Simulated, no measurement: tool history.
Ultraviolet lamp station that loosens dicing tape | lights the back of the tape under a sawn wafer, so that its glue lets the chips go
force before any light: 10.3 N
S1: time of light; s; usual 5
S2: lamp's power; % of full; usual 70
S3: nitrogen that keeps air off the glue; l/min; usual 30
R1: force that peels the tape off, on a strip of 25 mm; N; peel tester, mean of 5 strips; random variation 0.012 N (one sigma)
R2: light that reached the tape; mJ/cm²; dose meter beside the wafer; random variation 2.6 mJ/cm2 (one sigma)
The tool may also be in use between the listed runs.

| run | hour | S1 | S2 | S3 | R1 | R2 |
|---|---|---|---|---|---|---|
| 1 | 0.0 | 5 | 70 | 30 | 0.557 | 318 |
| 2 | 57.5 | 5 | 70 | 30 | 0.528 | 323 |
| 3 | 155.1 | 5 | 70 | 30 | 0.537 | 326 |
| 4 | 240.7 | 3 | 70 | 30 | 1.692 | 192 |
| 5 | 317.5 | 3 | 70 | 30 | 1.679 | 192 |
| 6 | 371.4 | 5 | 75 | 30 | 0.448 | 348 |
| 7 | 449.0 | 5 | 70 | 30 | 0.541 | 322 |
| 8 | 524.6 | 5 | 70 | 30 | 0.541 | 321 |
|  | 532.6 | window cleaned of glue's vapour |
| 9 | 612.3 | 3 | 94 | 27 | 1.012 | 255 |
| 10 | 657.6 | 3 | 94 | 27 | 1.003 | 258 |
| 11 | 705.1 | 4 | 70 | 55 | 0.619 | 255 |
| 12 | 767.5 | 4 | 70 | 55 | 0.590 | 259 |
| 13 | 837.2 | 6 | 71 | 30 | 0.285 | 392 |
| 14 | 895.6 | 6 | 71 | 12 | 0.741 | 394 |
| 15 | 958.8 | 6 | 71 | 12 | 0.756 | 393 |
| 16 | 1024.9 | 9 | 71 | 40 | 0.080 | 586 |

Forecast each of these 4 alternatives for the next run:
| A | 1117.8 | 5 | 79 | 27 | ? | ? |
| B | 1117.8 | 3 | 63 | 48 | ? | ? |
| C | 1117.8 | 6 | 64 | 13 | ? | ? |
| D | 1117.8 | 9 | 99 | 40 | ? | ? |

| run | R1 | R2 |
|---|---|---|
| A | 0.425 | 364 |
| B | 1.631 | 176 |
| C | 0.903 | 350 |
| D | 0.062 | 818 |
Without the tool's hidden state the same runs would have given:
| run | R1 | R2 |
|---|---|---|
| A | 0.423 | 365 |
| B | 1.628 | 176 |
| C | 0.900 | 350 |
| D | 0.062 | 819 |
